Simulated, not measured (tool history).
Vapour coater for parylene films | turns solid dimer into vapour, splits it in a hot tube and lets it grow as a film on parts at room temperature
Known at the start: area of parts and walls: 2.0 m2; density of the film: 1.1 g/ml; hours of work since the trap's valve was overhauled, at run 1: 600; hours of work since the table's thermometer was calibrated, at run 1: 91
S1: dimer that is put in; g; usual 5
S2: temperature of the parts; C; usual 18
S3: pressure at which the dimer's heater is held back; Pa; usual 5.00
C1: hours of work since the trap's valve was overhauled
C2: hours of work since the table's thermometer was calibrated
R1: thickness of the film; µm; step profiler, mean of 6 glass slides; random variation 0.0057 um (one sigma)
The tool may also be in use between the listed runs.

run     day  S1  S2     S3   C1   C2     R1
  1   0.000   5  18   5.00  600   91  1.065
  2   1.029   5  18   5.00  622  114  1.067
  3   2.729   5  18   5.00  659  150  1.057
      3.825  -- trap's valve overhauled
  4   4.104   5  18   5.00    6  176  1.097
  5   4.917   4  18   5.00   23  193  0.880
  6   6.479   5  18   5.00   57  226  1.095
  7   7.462   3  18   5.00   78  247  0.645
  8   8.183   3  18   5.00   93  263  0.652
  9   9.550   3  18   5.00  122  292  0.652
 10  11.054   3  18   5.00  155  324  0.646
 11  12.208   6  18   5.00  179  349  1.287
 12  13.896   5  12   5.00  215  385  1.388
 13  15.100   5  12   5.00  241  411  1.397
 14  16.129   5  12   5.00  263  433  1.388
 15  17.604   5  18   5.00  295  464  1.055
 16  18.333   5  18   5.00  310  480  1.059
 17  19.325   5  18   5.00  331  501  1.058
 18  20.938   5  18   5.00  366  535  1.037
 19  22.708   5  18   5.00  404  573  1.029
 20  23.617   5  18   5.00  423  593  1.030
 21  25.267   5  18   5.00  458  628  1.030
 22  26.654   5  18   5.00  488  658  1.036
 23  27.733   8  18   5.00  511  681  1.643
 24  29.171   9  15   7.19  542  711  1.976
 25  30.592   9  10   6.89  572  742  2.480
 26  32.296   9  10   6.89  609  778  2.456
 27  33.783   4  11   2.94  640  810  1.229
 28  34.567   4  21  11.35  657  827  0.607
     35.633  -- trap's valve overhauled
 29  35.879   4  21   5.39    5  851  0.720
 30  37.600   3  22  10.66   42  888  0.448
 31  38.400   5  11   4.96   59  905  1.431
     39.396  -- table's thermometer calibrated
 32  39.396   5  18   3.51   80    0  1.201

The next listed run, before its measurement:
 33  40.700   5  18  2.49  107  28   ?

{"run 33": {"R1": 1.273}}
Without the tool's hidden state the same run would have given R1 1.282 µm.

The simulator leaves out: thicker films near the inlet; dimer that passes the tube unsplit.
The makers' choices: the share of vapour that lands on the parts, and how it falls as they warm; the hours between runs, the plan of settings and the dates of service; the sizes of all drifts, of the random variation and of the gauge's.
